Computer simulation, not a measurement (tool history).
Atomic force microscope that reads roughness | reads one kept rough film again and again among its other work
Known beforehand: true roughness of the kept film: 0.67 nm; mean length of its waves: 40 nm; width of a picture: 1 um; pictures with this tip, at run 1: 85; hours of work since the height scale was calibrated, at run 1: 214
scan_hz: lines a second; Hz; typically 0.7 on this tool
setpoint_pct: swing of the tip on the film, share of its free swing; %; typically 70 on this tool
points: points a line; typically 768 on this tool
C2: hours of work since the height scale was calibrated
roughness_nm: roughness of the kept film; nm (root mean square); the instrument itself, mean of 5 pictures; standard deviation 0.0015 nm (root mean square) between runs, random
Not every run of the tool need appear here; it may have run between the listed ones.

{"run": 1, "hour": 0.0, "scan_hz": 0.7, "setpoint_pct": 70, "points": 768, "pictures with this tip": 85, "C2": 214, "roughness_nm": 0.64}
{"run": 2, "hour": 13.7, "scan_hz": 0.7, "setpoint_pct": 70, "points": 768, "pictures with this tip": 100, "C2": 221, "roughness_nm": 0.64}
{"run": 3, "hour": 26.9, "scan_hz": 0.7, "setpoint_pct": 70, "points": 768, "pictures with this tip": 114, "C2": 228, "roughness_nm": 0.635}
{"run": 4, "hour": 40.6, "scan_hz": 0.7, "setpoint_pct": 70, "points": 768, "pictures with this tip": 129, "C2": 236, "roughness_nm": 0.635}
{"run": 5, "hour": 53.3, "scan_hz": 0.7, "setpoint_pct": 70, "points": 768, "pictures with this tip": 143, "C2": 242, "roughness_nm": 0.634}
{"run": 6, "hour": 65.5, "scan_hz": 0.7, "setpoint_pct": 70, "points": 768, "pictures with this tip": 156, "C2": 249, "roughness_nm": 0.634}
{"run": 7, "hour": 72.7, "scan_hz": 0.7, "setpoint_pct": 70, "points": 768, "pictures with this tip": 164, "C2": 253, "roughness_nm": 0.632}
{"run": 8, "hour": 88.8, "scan_hz": 0.7, "setpoint_pct": 70, "points": 768, "pictures with this tip": 182, "C2": 262, "roughness_nm": 0.628}
{"run": 9, "hour": 102.9, "scan_hz": 0.7, "setpoint_pct": 70, "points": 768, "pictures with this tip": 197, "C2": 269, "roughness_nm": 0.63}
{"hour": 105.2, "done": "height scale calibrated on a step standard"}
{"run": 10, "hour": 118.0, "scan_hz": 0.7, "setpoint_pct": 70, "points": 768, "pictures with this tip": 212, "C2": 7, "roughness_nm": 0.63}
{"hour": 132.0, "done": "height scale calibrated on a step standard, once more"}
{"run": 11, "hour": 132.0, "scan_hz": 0.7, "setpoint_pct": 70, "points": 768, "pictures with this tip": 226, "C2": 0, "roughness_nm": 0.629}
{"run": 12, "hour": 145.9, "scan_hz": 0.7, "setpoint_pct": 70, "points": 262, "pictures with this tip": 242, "C2": 8, "roughness_nm": 0.62}
{"run": 13, "hour": 153.4, "scan_hz": 0.7, "setpoint_pct": 70, "points": 262, "pictures with this tip": 250, "C2": 12, "roughness_nm": 0.624}
{"run": 14, "hour": 162.9, "scan_hz": 1.077, "setpoint_pct": 70, "points": 768, "pictures with this tip": 260, "C2": 17, "roughness_nm": 0.614}
{"run": 15, "hour": 173.0, "scan_hz": 1.077, "setpoint_pct": 60, "points": 577, "pictures with this tip": 271, "C2": 22, "roughness_nm": 0.624}
{"run": 16, "hour": 181.8, "scan_hz": 1.31, "setpoint_pct": 60, "points": 314, "pictures with this tip": 281, "C2": 27, "roughness_nm": 0.621}
{"hour": 189.3, "done": "new tip fitted"}
{"run": 17, "hour": 197.5, "scan_hz": 1.31, "setpoint_pct": 60, "points": 314, "pictures with this tip": 9, "C2": 35, "roughness_nm": 0.638}
{"run": 18, "hour": 213.9, "scan_hz": 1.31, "setpoint_pct": 60, "points": 314, "pictures with this tip": 27, "C2": 44, "roughness_nm": 0.64}
{"run": 19, "hour": 229.2, "scan_hz": 0.7, "setpoint_pct": 57, "points": 768, "pictures with this tip": 44, "C2": 53, "roughness_nm": 0.65}
{"run": 20, "hour": 236.3, "scan_hz": 1.506, "setpoint_pct": 70, "points": 273, "pictures with this tip": 51, "C2": 56, "roughness_nm": 0.621}
{"run": 21, "hour": 245.7, "scan_hz": 0.7, "setpoint_pct": 65, "points": 768, "pictures with this tip": 62, "C2": 61, "roughness_nm": 0.644}
{"run": 22, "hour": 253.7, "scan_hz": 0.7, "setpoint_pct": 71, "points": 768, "pictures with this tip": 70, "C2": 66, "roughness_nm": 0.637}
{"run": 23, "hour": 265.4, "scan_hz": 0.7, "setpoint_pct": 71, "points": 768, "pictures with this tip": 83, "C2": 72, "roughness_nm": 0.639}
{"run": 24, "hour": 279.1, "scan_hz": 0.7, "setpoint_pct": 71, "points": 768, "pictures with this tip": 98, "C2": 80, "roughness_nm": 0.636}
{"run": 25, "hour": 292.3, "scan_hz": 2.34, "setpoint_pct": 72, "points": 397, "pictures with this tip": 112, "C2": 87, "roughness_nm": 0.592}
{"run": 26, "hour": 305.2, "scan_hz": 2.34, "setpoint_pct": 65, "points": 282, "pictures with this tip": 126, "C2": 94, "roughness_nm": 0.607}
{"run": 27, "hour": 317.3, "scan_hz": 0.599, "setpoint_pct": 63, "points": 452, "pictures with this tip": 139, "C2": 100, "roughness_nm": 0.642}

Here are 3 independent what-if runs from the current tool condition. What would each one return?
{"run": "A", "hour": 329.8, "scan_hz": 0.7, "setpoint_pct": 65, "points": 614, "pictures with this tip": 153, "C2": 107, "roughness_nm": "?"}
{"run": "B", "hour": 329.8, "scan_hz": 1.761, "setpoint_pct": 87, "points": 292, "pictures with this tip": 153, "C2": 107, "roughness_nm": "?"}
{"run": "C", "hour": 329.8, "scan_hz": 1.334, "setpoint_pct": 70, "points": 768, "pictures with this tip": 153, "C2": 107, "roughness_nm": "?"}

run=A roughness_nm=0.638
run=B roughness_nm=0.558
run=C roughness_nm=0.619
With the hidden condition removed and each run's random variation left untouched, the same runs would have given:
run=A roughness_nm=0.649
run=B roughness_nm=0.567
run=C roughness_nm=0.63
